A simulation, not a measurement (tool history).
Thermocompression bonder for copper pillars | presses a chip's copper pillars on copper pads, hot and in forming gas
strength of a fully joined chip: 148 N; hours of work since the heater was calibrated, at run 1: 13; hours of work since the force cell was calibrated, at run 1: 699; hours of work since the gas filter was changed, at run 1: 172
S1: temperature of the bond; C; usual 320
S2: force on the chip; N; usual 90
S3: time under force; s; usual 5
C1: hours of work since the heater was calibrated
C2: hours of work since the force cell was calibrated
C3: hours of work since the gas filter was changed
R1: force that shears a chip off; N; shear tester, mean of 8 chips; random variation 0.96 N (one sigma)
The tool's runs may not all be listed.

{"run": 1, "hour": 0.0, "S1": 320, "S2": 90, "S3": 5, "C1": 13, "C2": 699, "C3": 172, "R1": 93.6}
{"run": 2, "hour": 7.7, "S1": 320, "S2": 90, "S3": 5, "C1": 16, "C2": 702, "C3": 175, "R1": 93.9}
{"run": 3, "hour": 11.7, "S1": 320, "S2": 90, "S3": 5, "C1": 17, "C2": 704, "C3": 177, "R1": 93.2}
{"run": 4, "hour": 20.0, "S1": 320, "S2": 90, "S3": 5, "C1": 21, "C2": 708, "C3": 180, "R1": 93.1}
{"run": 5, "hour": 28.1, "S1": 320, "S2": 90, "S3": 5, "C1": 24, "C2": 711, "C3": 183, "R1": 91.1}
{"run": 6, "hour": 35.5, "S1": 320, "S2": 90, "S3": 5, "C1": 27, "C2": 714, "C3": 187, "R1": 92.8}
{"run": 7, "hour": 42.1, "S1": 320, "S2": 90, "S3": 5, "C1": 30, "C2": 717, "C3": 189, "R1": 94.7}
{"run": 8, "hour": 48.0, "S1": 332, "S2": 90, "S3": 13, "C1": 32, "C2": 719, "C3": 192, "R1": 125.8}

The next listed run, before its measurement:
{"run": 9, "hour": 51.7, "S1": 337, "S2": 90, "S3": 7, "C1": 34, "C2": 721, "C3": 193, "R1": "?"}

{"run 9": {"R1": 115.4}}
Without the tool's hidden state the same run would have given R1 115.5 N.

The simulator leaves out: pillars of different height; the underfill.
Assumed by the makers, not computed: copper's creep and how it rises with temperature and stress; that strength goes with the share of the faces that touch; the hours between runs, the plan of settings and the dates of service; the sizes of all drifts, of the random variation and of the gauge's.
